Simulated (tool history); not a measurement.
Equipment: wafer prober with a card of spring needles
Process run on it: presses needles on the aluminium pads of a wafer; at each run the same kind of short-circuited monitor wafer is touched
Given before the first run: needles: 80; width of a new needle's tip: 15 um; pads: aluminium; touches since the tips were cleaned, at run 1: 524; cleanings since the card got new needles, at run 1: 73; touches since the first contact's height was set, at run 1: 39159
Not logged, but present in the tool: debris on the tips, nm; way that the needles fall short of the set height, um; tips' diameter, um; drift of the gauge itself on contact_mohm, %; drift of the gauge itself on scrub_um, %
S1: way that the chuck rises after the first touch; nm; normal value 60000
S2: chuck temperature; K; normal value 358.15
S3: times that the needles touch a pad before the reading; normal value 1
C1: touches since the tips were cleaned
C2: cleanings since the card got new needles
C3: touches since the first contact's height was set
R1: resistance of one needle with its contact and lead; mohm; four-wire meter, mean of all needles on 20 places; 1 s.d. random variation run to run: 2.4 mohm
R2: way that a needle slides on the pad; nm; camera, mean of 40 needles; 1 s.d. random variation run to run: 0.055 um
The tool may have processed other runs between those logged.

run     day     S1      S2  S3    C1   C2     C3   R1     R2
  1       0  60000  358.15   1   524   73  39159  281  16210
      0.229  -- tips cleaned on abrasive film
      0.508  -- tips cleaned on abrasive film
      0.792  -- tips cleaned on abrasive film
  2   0.921  60000  358.15   1  1558   76  50138  295  16050
      1.038  -- tips cleaned on abrasive film
      1.267  -- tips cleaned on abrasive film
      1.546  -- tips cleaned on abrasive film
  3   1.762  60000  358.15   1  2609   79  60114  304  16120
      1.821  -- tips cleaned on abrasive film
      2.108  -- tips cleaned on abrasive film
      2.392  -- tips cleaned on abrasive film
      2.679  -- tips cleaned on abrasive film
      2.917  -- tips cleaned on abrasive film
  4   2.917  60000  358.15   1     0   84  73817  270  15960
      3.204  -- tips cleaned on abrasive film
      3.429  -- tips cleaned on abrasive film
      3.717  -- tips cleaned on abrasive film
  5   3.908  60000  358.15   1  2320   87  85609  304  15990
      3.971  -- tips cleaned on abrasive film
      4.254  -- tips cleaned on abrasive film
      4.483  -- tips cleaned on abrasive film
      4.717  -- tips cleaned on abrasive film
  6   4.717  60000  358.15   1     0   91  95165  271  15990
      4.996  -- tips cleaned on abrasive film
      5.062  -- height of the first contact set anew
      5.292  -- tips cleaned on abrasive film
      5.579  -- tips cleaned on abrasive film
  7   5.696  60000  304.15   1  1421   94   7521  279  15620
      5.812  -- tips cleaned on abrasive film
      6.092  -- tips cleaned on abrasive film
  8   6.254  60000  358.15   2  1940   96  14136  289  15700
      6.371  -- tips cleaned on abrasive film
      6.646  -- tips cleaned on abrasive film
      6.925  -- tips cleaned on abrasive film
      7.158  -- tips cleaned on abrasive film
  9   7.158  60000  358.15   2     0  100  24847  272  15620
      7.442  -- tips cleaned on abrasive film
 10   7.646  60000  358.15   1  2492  101  30710  309  15600
      7.708  -- tips cleaned on abrasive film
      7.938  -- tips cleaned on abrasive film
      8.217  -- tips cleaned on abrasive film
      8.342  -- height of the first contact set anew, once more
      8.512  -- tips cleaned on abrasive film
      8.796  -- tips cleaned on abrasive film
 11     8.8  60000  358.15   1    25  106   5429  273  16290
      9.079  -- tips cleaned on abrasive film
      9.358  -- tips cleaned on abrasive film
 12   9.408  60000  358.15   1   592  108  12645  281  16380
      9.633  -- tips cleaned on abrasive film
      9.921  -- tips cleaned on abrasive film
 13  10.038  43000  390.15   2  1410  110  20155  310  11650
     10.154  -- tips cleaned on abrasive film
     10.438  -- tips cleaned on abrasive film
 14  10.538  77000  358.15   2  1191  112  26089  276  20920
     10.708  -- tips cleaned on abrasive film
     10.996  -- tips cleaned on abrasive film
     11.279  -- tips cleaned on abrasive film
 15   11.45  56000  398.15   2  2049  115  36940  302  15090
     11.558  -- tips cleaned on abrasive film
     11.788  -- tips cleaned on abrasive film
     12.046  -- tips cleaned on abrasive film
 16  12.046  41000  373.15   2     0  118  43975  290  11040
     12.317  -- tips cleaned on abrasive film
       12.6  -- tips cleaned on abrasive film
 17  12.717  41000  373.15   2  1402  120  51993  313  10960
     12.833  -- tips cleaned on abrasive film
     13.062  -- tips cleaned on abrasive film
 18  13.258  77000  350.15   2  2325  122  58390  279  20730
     13.317  -- tips cleaned on abrasive film
     13.546  -- tips cleaned on abrasive film
     13.829  -- tips cleaned on abrasive film
 19  14.025  77000  350.15   2  2321  125  67488  280  20710
     14.083  -- tips cleaned on abrasive film
     14.367  -- tips cleaned on abrasive film
     14.654  -- tips cleaned on abrasive film
     14.925  -- tips cleaned on abrasive film
 20  14.925  77000  350.15   2     0  129  78160  264  20670
       15.2  -- tips cleaned on abrasive film
     15.488  -- tips cleaned on abrasive film
     15.762  -- tips cleaned on abrasive film
      16.05  -- tips cleaned on abrasive film
 21  16.088  43000  344.15   1   456  133  91975  296  11230
     16.317  -- tips cleaned on abrasive film
       16.6  -- tips cleaned on abrasive film
     16.671  -- height of the first contact set anew
 22  16.675  43000  344.15   1   766  135     89  303  11770

Branching from run 22: 5 alternative next runs. What would each branch give?
      16.85  -- tips cleaned on abrasive film
     17.133  -- tips cleaned on abrasive film
     17.421  -- tips cleaned on abrasive film
  A  17.538  66000  310.15   1  1432  138  10339   ?   ?
      16.85  -- tips cleaned on abrasive film
     17.133  -- tips cleaned on abrasive film
     17.421  -- tips cleaned on abrasive film
  B  17.538  56000  335.15   1  1432  138  10339   ?   ?
      16.85  -- tips cleaned on abrasive film
     17.133  -- tips cleaned on abrasive film
     17.421  -- tips cleaned on abrasive film
  C  17.538  71000  344.15   1  1432  138  10339   ?   ?
      16.85  -- tips cleaned on abrasive film
     17.133  -- tips cleaned on abrasive film
     17.421  -- tips cleaned on abrasive film
  D  17.538  40000  392.15   2  1432  138  10339   ?   ?
      16.85  -- tips cleaned on abrasive film
     17.133  -- tips cleaned on abrasive film
     17.421  -- tips cleaned on abrasive film
  E  17.538  61000  358.15   1  1432  138  10339   ?   ?

run   R1     R2
  A  273  18030
  B  295  15260
  C  282  19430
  D  313  10860
  E  293  16640
What these runs would have given with no unlogged condition in the tool:
run   R1     R2
  A  250  18080
  B  265  15310
  C  263  19480
  D  283  10910
  E  268  16690
